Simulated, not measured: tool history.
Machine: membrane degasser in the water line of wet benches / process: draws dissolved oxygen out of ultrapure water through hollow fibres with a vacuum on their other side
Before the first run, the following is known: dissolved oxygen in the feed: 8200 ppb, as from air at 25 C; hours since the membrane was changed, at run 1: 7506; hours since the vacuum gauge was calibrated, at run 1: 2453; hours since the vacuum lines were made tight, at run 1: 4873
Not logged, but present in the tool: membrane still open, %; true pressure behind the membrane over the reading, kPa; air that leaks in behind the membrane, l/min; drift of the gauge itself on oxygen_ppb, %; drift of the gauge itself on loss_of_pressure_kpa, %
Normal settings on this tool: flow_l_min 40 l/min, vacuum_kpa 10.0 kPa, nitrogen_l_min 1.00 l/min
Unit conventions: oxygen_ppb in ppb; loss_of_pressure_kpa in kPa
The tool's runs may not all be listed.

run	hour	flow_l_min	vacuum_kpa	nitrogen_l_min	hours since the membrane was changed	hours since the vacuum gauge was calibrated	hours since the vacuum lines were made tight	oxygen_ppb	loss_of_pressure_kpa
1	0.0	40	10.0	1.00	7506	2453	4873	547.8	51.21
2	108.9	40	10.0	1.00	7615	2562	4982	542.4	51.10
3	271.0	40	16.3	1.00	7777	2724	5144	972.3	51.49
4	432.7	40	10.0	1.00	7939	2886	5305	546.2	50.72
5	557.4	40	10.0	1.00	8064	3011	5430	548.6	51.11
6	676.4	40	10.0	1.00	8183	3130	5549	553.0	51.37
7	822.0	40	10.0	1.00	8328	3275	5695	545.6	51.25
8	986.9	40	10.0	1.00	8493	3440	5859	554.1	51.31
9	1085.5	40	6.9	1.00	8592	3539	5958	324.1	51.64
10	1222.8	40	10.0	1.00	8729	3676	6095	546.6	51.48
11	1309.5	40	10.0	2.96	8816	3763	6182	234.1	51.25
12	1429.8	40	10.0	2.96	8936	3883	6302	232.8	51.33
13	1607.1	40	10.0	2.96	9113	4061	6480	232.8	51.67
14	1791.9	40	17.4	1.00	9298	4245	6665	1053.9	51.61
15	1890.3	40	17.4	1.00	9397	4344	6763	1051.3	51.41
# hour 1903.1: vacuum gauge calibrated
16	2063.8	40	17.4	1.00	9570	161	6936	1059.0	51.59
17	2150.0	55	17.2	1.00	9656	247	7022	1344.8	70.76
18	2240.0	36	10.0	2.31	9746	337	7112	261.6	46.41
19	2369.6	33	10.0	1.00	9875	467	7242	483.3	42.49
20	2531.6	40	9.4	0.59	10037	629	7404	751.1	51.35
21	2675.5	59	7.6	2.77	10181	772	7548	316.9	76.24
22	2859.0	59	16.3	2.68	10365	956	7731	702.3	76.44
# hour 2884.9: vacuum gauge calibrated, once more
23	2948.8	59	16.3	2.68	10454	64	7820	678.8	77.00
24	3122.1	52	10.0	1.00	10627	237	7994	691.8	66.90
25	3246.4	52	10.0	1.00	10752	362	8118	675.5	67.37
26	3371.1	52	10.0	1.00	10876	486	8243	689.2	67.41
27	3456.6	40	10.0	1.42	10962	572	8328	414.3	52.03
28	3632.2	40	10.0	1.42	11137	747	8504	412.3	52.04
29	3778.9	54	10.0	1.00	11284	894	8651	720.2	69.99
30	3874.2	54	19.4	1.00	11379	989	8746	1483.7	70.27
31	4002.8	54	19.4	1.00	11508	1118	8874	1489.0	70.03
32	4178.3	54	10.5	1.66	11684	1293	9050	547.2	70.07

Below are 3 alternative next runs, each starting from the tool's condition after run 32. Predict each:
A	4357.4	40	19.8	2.16	11863	1473	9229	?	?
B	4357.4	54	8.7	0.97	11863	1473	9229	?	?
C	4357.4	45	7.9	0.70	11863	1473	9229	?	?

run	oxygen_ppb	loss_of_pressure_kpa
A	670.8	52.48
B	612.5	70.13
C	555.7	58.17
With the hidden condition removed and each run's random variation left untouched, the same runs would have given:
run	oxygen_ppb	loss_of_pressure_kpa
A	657.4	49.80
B	590.9	66.55
C	540.7	55.19
